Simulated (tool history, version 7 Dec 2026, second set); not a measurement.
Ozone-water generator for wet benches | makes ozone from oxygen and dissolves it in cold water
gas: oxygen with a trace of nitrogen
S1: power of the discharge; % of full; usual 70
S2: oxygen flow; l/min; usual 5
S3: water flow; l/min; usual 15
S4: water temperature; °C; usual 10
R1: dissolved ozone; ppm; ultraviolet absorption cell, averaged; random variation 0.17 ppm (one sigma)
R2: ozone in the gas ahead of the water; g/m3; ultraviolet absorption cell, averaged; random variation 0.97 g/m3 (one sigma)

run,hour,S1,S2,S3,S4,R1,R2
1,0,70,5,15,10,22.7,166
2,45.5,70,5,15,10,23,168.2
3,86.1,70,5,15,10,23,165.2
4,121.4,70,5,15,10,22.8,166.4
5,164,70,5,15,10,23.1,168.1
6,210.2,70,5,15,10,22.9,167.9
7,236.4,70,5,15,10,22.9,165.8
8,265.9,70,5,15,10,23.1,165.5
9,292.1,70,5,15,10,22.9,168
10,340.7,70,5,15,10,23.1,166.9
# hour 349: contactor cleaned
11,401.4,70,5,15,10,23,167
12,438.1,70,5,15,10,23,167.1
13,466.6,70,5,15,10,23.3,168.2
14,516.1,70,5,15,10,23,165.3
15,554.5,70,5,15,9,23,168
16,601,70,5,12,10,26.7,168.6
17,629.3,70,5,12,10,26.9,168.4
18,668.1,70,5,16,16,20,166.5
19,700.9,70,5,16,16,19.9,167.8
20,733,70,5,10,10,30.2,165.7
21,784.7,70,5,13,16,23,165.5
22,841.8,70,3.56,16,16,18.2,186.7
23,893.5,70,3.42,13,6,24.1,189.7
24,931,73,3.42,23,11,14.7,193.8
25,965.7,85,2.63,9,6,35,239.8
26,990.2,85,2.63,9,6,34.7,238.5
27,1015.8,85,2.63,9,6,34.3,240.9
28,1058.2,56,2.5,15,10,15.5,179.1
29,1090.5,54,4.43,10,9,24.8,144.6
30,1124.2,70,5,16,12,21.4,167.4
31,1174.1,55,5.94,20,9,16.2,132.1
32,1218.3,55,5.94,20,9,16.5,132.3
33,1264.9,80,5,15,8,26,181.9

4 ways to go on from here, each from the tool as it stands after run 33. What would each give?
A,1303.6,65,5,15,8,?,?
B,1303.6,40,5.66,14,10,?,?
C,1303.6,43,7.94,13,8,?,?
D,1303.6,47,5,15,8,?,?

run,R1,R2
A,22.1,160.1
B,16.4,105.6
C,19.4,99
D,17.6,124.1
Without the tool's hidden state the same runs would have given:
run,R1,R2
A,22.1,160.2
B,16.4,105.6
C,19.4,99
D,17.6,124.1
